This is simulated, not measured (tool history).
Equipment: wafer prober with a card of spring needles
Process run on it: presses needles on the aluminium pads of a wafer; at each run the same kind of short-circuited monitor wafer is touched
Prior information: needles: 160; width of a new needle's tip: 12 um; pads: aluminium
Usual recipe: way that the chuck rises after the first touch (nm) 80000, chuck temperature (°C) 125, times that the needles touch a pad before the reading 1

run	day	way that the chuck rises after the first touch (nm)	chuck temperature (°C)	times that the needles touch a pad before the reading	resistance of one needle with its contact and lead (mohm)	way that a needle slides on the pad (nm)
1	0.000	80000	125	1	177	16060
# day 0.521: tips cleaned on abrasive film
# day 1.083: tips cleaned on abrasive film
2	1.083	80000	125	2	177	16030
# day 1.617: tips cleaned on abrasive film
# day 2.150: tips cleaned on abrasive film
# day 2.771: tips cleaned on abrasive film
3	3.229	80000	125	2	176	16060
# day 3.367: tips cleaned on abrasive film
# day 4.029: tips cleaned on abrasive film
# day 4.696: tips cleaned on abrasive film
# day 5.342: tips cleaned on abrasive film
4	5.517	80000	125	2	180	16080
# day 5.792: height of the first contact set anew
# day 5.929: tips cleaned on abrasive film
# day 6.462: tips cleaned on abrasive film
5	6.762	80000	125	1	179	16140
# day 7.029: tips cleaned on abrasive film
# day 7.675: tips cleaned on abrasive film
# day 8.208: tips cleaned on abrasive film
6	8.488	80000	125	1	178	16150
# day 8.850: tips cleaned on abrasive film
# day 9.504: tips cleaned on abrasive film
# day 10.162: tips cleaned on abrasive film
7	10.475	80000	125	2	180	16090
# day 10.721: tips cleaned on abrasive film
# day 11.342: tips cleaned on abrasive film
# day 11.946: tips cleaned on abrasive film
8	12.375	80000	125	1	177	16080
# day 12.508: tips cleaned on abrasive film
# day 13.042: tips cleaned on abrasive film
# day 13.575: tips cleaned on abrasive film
# day 14.183: tips cleaned on abrasive film
9	14.312	80000	125	1	176	16170
# day 14.846: tips cleaned on abrasive film
# day 15.462: tips cleaned on abrasive film
10	15.471	80000	125	1	179	16190
# day 15.996: tips cleaned on abrasive film
# day 16.612: tips cleaned on abrasive film
11	16.921	80000	125	1	182	16240
# day 17.188: tips cleaned on abrasive film
# day 17.829: tips cleaned on abrasive film
# day 18.483: tips cleaned on abrasive film
12	18.592	80000	125	3	178	16180
# day 19.092: tips cleaned on abrasive film
# day 19.625: tips cleaned on abrasive film
13	19.662	80000	125	1	178	16120
# day 20.192: tips cleaned on abrasive film
# day 20.854: tips cleaned on abrasive film
14	21.212	80000	125	1	179	16310
# day 21.475: tips cleaned on abrasive film
# day 22.100: tips cleaned on abrasive film
# day 22.688: tips cleaned on abrasive film
15	22.688	70000	70	1	169	14200
# day 23.325: tips cleaned on abrasive film
# day 23.975: tips cleaned on abrasive film
# day 24.508: tips cleaned on abrasive film
16	24.621	70000	32	1	160	14160
# day 25.117: tips cleaned on abrasive film
# day 25.783: tips cleaned on abrasive film
# day 26.046: height of the first contact set anew
# day 26.379: tips cleaned on abrasive film
17	26.379	83000	35	3	162	16800
# day 27.008: tips cleaned on abrasive film
# day 27.612: tips cleaned on abrasive film
# day 28.146: tips cleaned on abrasive film
18	28.233	80000	125	2	176	16250
# day 28.717: tips cleaned on abrasive film
# day 29.358: tips cleaned on abrasive film
# day 29.896: tips cleaned on abrasive film
19	29.896	80000	125	2	181	16290
# day 30.562: tips cleaned on abrasive film
# day 31.196: tips cleaned on abrasive film
# day 31.779: tips cleaned on abrasive film
20	31.833	84000	125	1	178	17130
# day 32.338: tips cleaned on abrasive film
# day 32.871: tips cleaned on abrasive film
# day 33.404: tips cleaned on abrasive film
21	33.583	84000	125	1	179	17120
# day 33.988: tips cleaned on abrasive film
# day 34.600: tips cleaned on abrasive film
# day 35.133: tips cleaned on abrasive film
22	35.454	72000	116	1	176	14630
# day 35.725: tips cleaned on abrasive film
# day 36.258: tips cleaned on abrasive film
# day 36.921: tips cleaned on abrasive film
# day 37.454: tips cleaned on abrasive film
23	37.479	80000	39	2	163	16280
# day 38.012: tips cleaned on abrasive film
# day 38.642: tips cleaned on abrasive film
# day 39.175: tips cleaned on abrasive film
# day 39.817: tips cleaned on abrasive film
24	39.904	90000	125	2	176	18370
# day 40.438: tips cleaned on abrasive film
# day 41.088: tips cleaned on abrasive film
# day 41.754: tips cleaned on abrasive film
# day 42.296: tips cleaned on abrasive film
25	42.296	80000	43	2	164	16290
# day 42.929: tips cleaned on abrasive film
# day 43.567: tips cleaned on abrasive film
# day 44.100: tips cleaned on abrasive film
26	44.154	80000	43	2	160	16280
# day 44.658: tips cleaned on abrasive film
# day 45.292: tips cleaned on abrasive film
27	45.429	80000	37	2	160	16280

A few steps of way that a needle slides on the pad (nm) between consecutive runs. Split each: what settings, incoming material and random variation would produce without the hidden state, and what is left over for the hidden state, along with gauge scatter present in only one of the two compared results (measured, and without hidden state):
Hidden state present: debris on the tips, nm; way that the needles fall short of the set height, um; tips' diameter, um; drift of the gauge itself on contact_mohm, %; drift of the gauge itself on scrub_um, %.
Run 16 -> 17: way that the chuck rises after the first touch (nm) 70000 -> 83000, chuck temperature (°C) 32 -> 35, times that the needles touch a pad before the reading 1 -> 3, tips cleaned on abrasive film, tips cleaned on abrasive film, height of the first contact set anew, tips cleaned on abrasive film. way that a needle slides on the pad (nm) +2640: hidden state +40, all else +2600.
Run 21 -> 22: way that the chuck rises after the first touch (nm) 84000 -> 72000, chuck temperature (°C) 125 -> 116, tips cleaned on abrasive film, tips cleaned on abrasive film, tips cleaned on abrasive film. way that a needle slides on the pad (nm) -2490: hidden state -30, all else -2460.
Run 23 -> 24: way that the chuck rises after the first touch (nm) 80000 -> 90000, chuck temperature (°C) 39 -> 125, tips cleaned on abrasive film, tips cleaned on abrasive film, tips cleaned on abrasive film, tips cleaned on abrasive film. way that a needle slides on the pad (nm) +2090: hidden state +40, all else +2050.
